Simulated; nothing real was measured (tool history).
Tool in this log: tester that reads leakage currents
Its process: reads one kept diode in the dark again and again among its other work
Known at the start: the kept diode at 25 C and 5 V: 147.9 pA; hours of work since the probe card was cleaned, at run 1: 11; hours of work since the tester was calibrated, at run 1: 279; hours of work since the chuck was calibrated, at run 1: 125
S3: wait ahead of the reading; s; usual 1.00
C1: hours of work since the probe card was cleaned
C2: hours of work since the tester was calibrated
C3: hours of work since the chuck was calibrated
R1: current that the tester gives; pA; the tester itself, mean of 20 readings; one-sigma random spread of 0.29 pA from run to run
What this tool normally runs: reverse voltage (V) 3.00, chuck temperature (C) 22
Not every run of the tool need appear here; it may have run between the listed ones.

run 1 hour=0.0 | reverse_voltage_(V)=3.00 chuck_temperature_(C)=22 S3=1.00 | C1=11 C2=279 C3=125 | R1=95.77
run 2 hour=72.3 | reverse_voltage_(V)=3.00 chuck_temperature_(C)=22 S3=1.00 | C1=57 C2=325 C3=171 | R1=95.48
run 3 hour=156.4 | reverse_voltage_(V)=3.00 chuck_temperature_(C)=22 S3=1.00 | C1=111 C2=379 C3=225 | R1=95.55
run 4 hour=234.6 | reverse_voltage_(V)=3.00 chuck_temperature_(C)=22 S3=1.64 | C1=161 C2=429 C3=275 | R1=94.96
run 5 hour=329.1 | reverse_voltage_(V)=3.00 chuck_temperature_(C)=56 S3=1.00 | C1=221 C2=489 C3=335 | R1=1538.11
run 6 hour=416.3 | reverse_voltage_(V)=3.00 chuck_temperature_(C)=22 S3=1.00 | C1=277 C2=545 C3=391 | R1=95.60
run 7 hour=458.6 | reverse_voltage_(V)=1.40 chuck_temperature_(C)=22 S3=1.00 | C1=304 C2=572 C3=418 | R1=73.91
run 8 hour=501.8 | reverse_voltage_(V)=3.00 chuck_temperature_(C)=22 S3=1.00 | C1=332 C2=600 C3=446 | R1=95.64
run 9 hour=569.3 | reverse_voltage_(V)=3.00 chuck_temperature_(C)=22 S3=1.00 | C1=375 C2=643 C3=489 | R1=95.81
run 10 hour=631.0 | reverse_voltage_(V)=3.00 chuck_temperature_(C)=22 S3=1.00 | C1=414 C2=682 C3=528 | R1=95.41
run 11 hour=722.6 | reverse_voltage_(V)=2.85 chuck_temperature_(C)=57 S3=4.88 | C1=473 C2=741 C3=587 | R1=1621.43
run 12 hour=823.1 | reverse_voltage_(V)=2.85 chuck_temperature_(C)=57 S3=4.88 | C1=537 C2=805 C3=651 | R1=1620.37
run 13 hour=902.8 | reverse_voltage_(V)=2.85 chuck_temperature_(C)=57 S3=4.88 | C1=588 C2=856 C3=702 | R1=1614.09
run 14 hour=945.3 | reverse_voltage_(V)=2.85 chuck_temperature_(C)=57 S3=4.88 | C1=615 C2=883 C3=729 | R1=1619.77
run 15 hour=1011.6 | reverse_voltage_(V)=2.85 chuck_temperature_(C)=57 S3=4.88 | C1=657 C2=925 C3=772 | R1=1622.16
run 16 hour=1053.3 | reverse_voltage_(V)=2.85 chuck_temperature_(C)=57 S3=4.88 | C1=684 C2=952 C3=798 | R1=1620.92
run 17 hour=1123.7 | reverse_voltage_(V)=2.85 chuck_temperature_(C)=57 S3=4.88 | C1=729 C2=997 C3=843 | R1=1604.99
run 18 hour=1212.5 | reverse_voltage_(V)=2.85 chuck_temperature_(C)=45 S3=2.48 | C1=786 C2=1054 C3=900 | R1=651.81
run 19 hour=1288.8 | reverse_voltage_(V)=3.51 chuck_temperature_(C)=45 S3=2.48 | C1=835 C2=1102 C3=949 | R1=701.50

Forecast each of these 3 alternatives for the next run:
run A hour=1347.0 | reverse_voltage_(V)=4.71 chuck_temperature_(C)=22 S3=0.65 | C1=872 C2=1140 C3=986 | R1=?
run B hour=1347.0 | reverse_voltage_(V)=3.73 chuck_temperature_(C)=40 S3=0.45 | C1=872 C2=1140 C3=986 | R1=?
run C hour=1347.0 | reverse_voltage_(V)=2.94 chuck_temperature_(C)=43 S3=2.48 | C1=872 C2=1140 C3=986 | R1=?

run=A R1=110.98
run=B R1=482.12
run=C R1=562.28
What these runs would have given with no unlogged condition in the tool:
run=A R1=111.08
run=B R1=482.71
run=C R1=562.97
